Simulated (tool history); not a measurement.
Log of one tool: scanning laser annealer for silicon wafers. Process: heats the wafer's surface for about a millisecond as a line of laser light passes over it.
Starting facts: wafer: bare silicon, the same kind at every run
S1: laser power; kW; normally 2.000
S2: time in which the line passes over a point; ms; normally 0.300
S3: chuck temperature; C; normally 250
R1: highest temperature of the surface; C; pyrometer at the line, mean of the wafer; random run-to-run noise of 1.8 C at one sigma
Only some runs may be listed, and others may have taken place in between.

{"run": 1, "hour": 0.0, "S1": 2.0, "S2": 0.3, "S3": 250, "R1": 956}
{"run": 2, "hour": 63.8, "S1": 2.0, "S2": 0.3, "S3": 234, "R1": 937}
{"run": 3, "hour": 146.1, "S1": 2.0, "S2": 0.3, "S3": 234, "R1": 934}
{"run": 4, "hour": 223.8, "S1": 2.084, "S2": 0.3, "S3": 250, "R1": 978}
{"hour": 269.8, "done": "optics aligned, line set to its width"}
{"run": 5, "hour": 304.8, "S1": 2.084, "S2": 0.3, "S3": 250, "R1": 987}
{"run": 6, "hour": 360.7, "S1": 2.084, "S2": 0.3, "S3": 250, "R1": 988}
{"run": 7, "hour": 419.2, "S1": 1.992, "S2": 0.3, "S3": 250, "R1": 948}
{"hour": 428.7, "done": "window over the wafer cleaned"}
{"run": 8, "hour": 461.9, "S1": 1.992, "S2": 0.3, "S3": 250, "R1": 991}
{"run": 9, "hour": 534.2, "S1": 2.0, "S2": 0.366, "S3": 250, "R1": 1077}
{"run": 10, "hour": 607.5, "S1": 1.84, "S2": 0.3, "S3": 250, "R1": 926}
{"run": 11, "hour": 669.8, "S1": 1.84, "S2": 0.3, "S3": 250, "R1": 923}
{"run": 12, "hour": 731.8, "S1": 2.131, "S2": 0.3, "S3": 250, "R1": 1035}
{"run": 13, "hour": 808.6, "S1": 2.0, "S2": 0.3, "S3": 220, "R1": 952}
{"run": 14, "hour": 880.8, "S1": 2.0, "S2": 0.3, "S3": 220, "R1": 945}
{"run": 15, "hour": 952.2, "S1": 2.0, "S2": 0.3, "S3": 250, "R1": 975}
{"run": 16, "hour": 1012.1, "S1": 2.161, "S2": 0.3, "S3": 250, "R1": 1034}
{"run": 17, "hour": 1082.7, "S1": 2.161, "S2": 0.216, "S3": 250, "R1": 906}
{"run": 18, "hour": 1128.3, "S1": 2.161, "S2": 0.216, "S3": 250, "R1": 907}
{"run": 19, "hour": 1178.6, "S1": 2.161, "S2": 0.216, "S3": 250, "R1": 902}
{"run": 20, "hour": 1255.9, "S1": 2.161, "S2": 0.216, "S3": 250, "R1": 897}
{"run": 21, "hour": 1319.7, "S1": 2.08, "S2": 0.3, "S3": 259, "R1": 1000}
{"run": 22, "hour": 1362.1, "S1": 1.79, "S2": 0.337, "S3": 227, "R1": 896}
{"run": 23, "hour": 1436.2, "S1": 1.79, "S2": 0.337, "S3": 227, "R1": 898}
{"hour": 1480.4, "done": "optics aligned, line set to its width"}
{"run": 24, "hour": 1517.9, "S1": 2.0, "S2": 0.3, "S3": 234, "R1": 947}
{"run": 25, "hour": 1567.8, "S1": 2.0, "S2": 0.3, "S3": 234, "R1": 947}
{"run": 26, "hour": 1640.9, "S1": 1.949, "S2": 0.247, "S3": 234, "R1": 853}
{"run": 27, "hour": 1711.3, "S1": 1.949, "S2": 0.247, "S3": 234, "R1": 851}
{"run": 28, "hour": 1778.4, "S1": 2.038, "S2": 0.272, "S3": 214, "R1": 897}
{"hour": 1798.8, "done": "window over the wafer cleaned"}
{"run": 29, "hour": 1817.2, "S1": 2.038, "S2": 0.272, "S3": 214, "R1": 937}
{"run": 30, "hour": 1868.1, "S1": 2.038, "S2": 0.272, "S3": 214, "R1": 934}
{"run": 31, "hour": 1942.0, "S1": 2.172, "S2": 0.231, "S3": 255, "R1": 956}
{"run": 32, "hour": 2018.8, "S1": 1.738, "S2": 0.241, "S3": 250, "R1": 811}
{"run": 33, "hour": 2085.0, "S1": 1.78, "S2": 0.313, "S3": 266, "R1": 929}
{"run": 34, "hour": 2122.7, "S1": 1.78, "S2": 0.352, "S3": 277, "R1": 985}
{"run": 35, "hour": 2202.5, "S1": 1.78, "S2": 0.352, "S3": 277, "R1": 981}
{"run": 36, "hour": 2266.7, "S1": 1.78, "S2": 0.352, "S3": 277, "R1": 975}
{"run": 37, "hour": 2334.0, "S1": 2.03, "S2": 0.352, "S3": 288, "R1": 1092}
{"run": 38, "hour": 2375.1, "S1": 1.74, "S2": 0.3, "S3": 250, "R1": 878}
{"run": 39, "hour": 2457.8, "S1": 2.005, "S2": 0.331, "S3": 251, "R1": 1010}
{"run": 40, "hour": 2528.0, "S1": 1.824, "S2": 0.331, "S3": 282, "R1": 969}

Below are 3 alternative next runs, each starting from the tool's condition after run 40. Predict each:
{"run": "A", "hour": 2573.0, "S1": 1.824, "S2": 0.331, "S3": 269, "R1": "?"}
{"run": "B", "hour": 2573.0, "S1": 1.996, "S2": 0.37, "S3": 255, "R1": "?"}
{"run": "C", "hour": 2573.0, "S1": 1.824, "S2": 0.331, "S3": 241, "R1": "?"}

run=A R1=952
run=B R1=1055
run=C R1=926
Without the tool's unlogged condition, the same runs would have read:
run=A R1=973
run=B R1=1079
run=C R1=947
